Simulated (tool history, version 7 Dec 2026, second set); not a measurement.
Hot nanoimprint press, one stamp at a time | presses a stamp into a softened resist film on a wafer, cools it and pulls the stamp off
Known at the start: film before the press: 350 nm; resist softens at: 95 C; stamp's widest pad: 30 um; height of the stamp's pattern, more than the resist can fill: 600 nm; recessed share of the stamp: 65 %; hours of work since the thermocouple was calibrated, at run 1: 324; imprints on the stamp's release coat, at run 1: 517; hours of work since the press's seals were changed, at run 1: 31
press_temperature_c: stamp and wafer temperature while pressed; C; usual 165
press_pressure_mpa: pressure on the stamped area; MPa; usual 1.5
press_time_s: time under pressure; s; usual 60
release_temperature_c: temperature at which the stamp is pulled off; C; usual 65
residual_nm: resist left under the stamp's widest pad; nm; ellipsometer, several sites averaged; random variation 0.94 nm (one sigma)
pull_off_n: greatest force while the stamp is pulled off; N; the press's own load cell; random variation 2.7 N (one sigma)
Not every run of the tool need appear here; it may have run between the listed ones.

run,day,press_temperature_c,press_pressure_mpa,press_time_s,release_temperature_c,hours of work since the thermocouple was calibrated,imprints on the stamp's release coat,hours of work since the press's seals were changed,residual_nm,pull_off_n
1,0,165,1.5,60,65,324,517,31,178.1,140
2,0.408,165,1.5,60,65,332,560,38,177.2,146
3,1.008,165,1.5,60,65,343,622,49,178.5,149
4,1.483,165,1.5,60,72,351,672,58,179.2,140
5,1.929,165,1.5,60,65,359,718,65,179.6,156
6,2.675,165,1.5,60,65,372,796,79,180.6,163
7,3.121,165,1.5,60,65,381,843,87,178.9,159
8,3.596,165,1.5,60,65,389,893,95,179.5,160
9,4.042,165,1.5,60,65,397,939,103,178.5,163
10,4.65,165,1.5,60,65,408,1002,114,178.8,160
11,5.046,165,1.5,60,65,415,1044,122,178.6,172
12,5.517,165,1.09,33,62,424,1093,130,242.1,171
13,6.017,165,1.5,31,61,433,1145,139,217.8,174
14,6.429,165,1.5,30,54,440,1188,146,221.6,194
15,6.875,165,1.5,30,54,448,1235,154,223.8,193
16,7.554,175,1.79,104,72,460,1305,167,79.5,157
17,7.992,176,1.5,54,65,468,1351,174,108.7,178
18,8.362,168,0.99,61,64,475,1390,181,189.1,180
# day 8.779: stamp cleaned and given a new release coat
19,9.154,157,0.99,48,64,484,39,191,296.5,127
20,9.746,157,0.99,48,64,495,101,201,294.6,131
# day 10.579: plate thermocouple calibrated
21,10.608,176,1.5,60,65,1,178,215,101,132
22,11.196,176,1.5,60,65,11,239,225,102.4,135

Hidden condition of the tool, last listed run before each entry between runs versus first listed run after:
Logged between run 18 and run 19: stamp cleaned and given a new release coat (day 8.779)
  true temperature over the reading, C: -0.83 -> -0.84; pressure that arrives at the usual setting, %: 99.96 -> 99.93; grip of the stamp's worn release coat, % over a new coat's: 41 -> 1.1
  measured value less the no-hidden-state value, residual_nm: +6.9 -> +6 nm; pull_off_n: +53 -> +3 N
Logged between run 20 and run 21: plate thermocouple calibrated (day 10.579)
  true temperature over the reading, C: -0.86 -> -0.25; pressure that arrives at the usual setting, %: 99.91 -> 99.88; grip of the stamp's worn release coat, % over a new coat's: 2.9 -> 5.1
  measured value less the no-hidden-state value, residual_nm: +6.1 -> +1.3 nm; pull_off_n: +5 -> +7 N
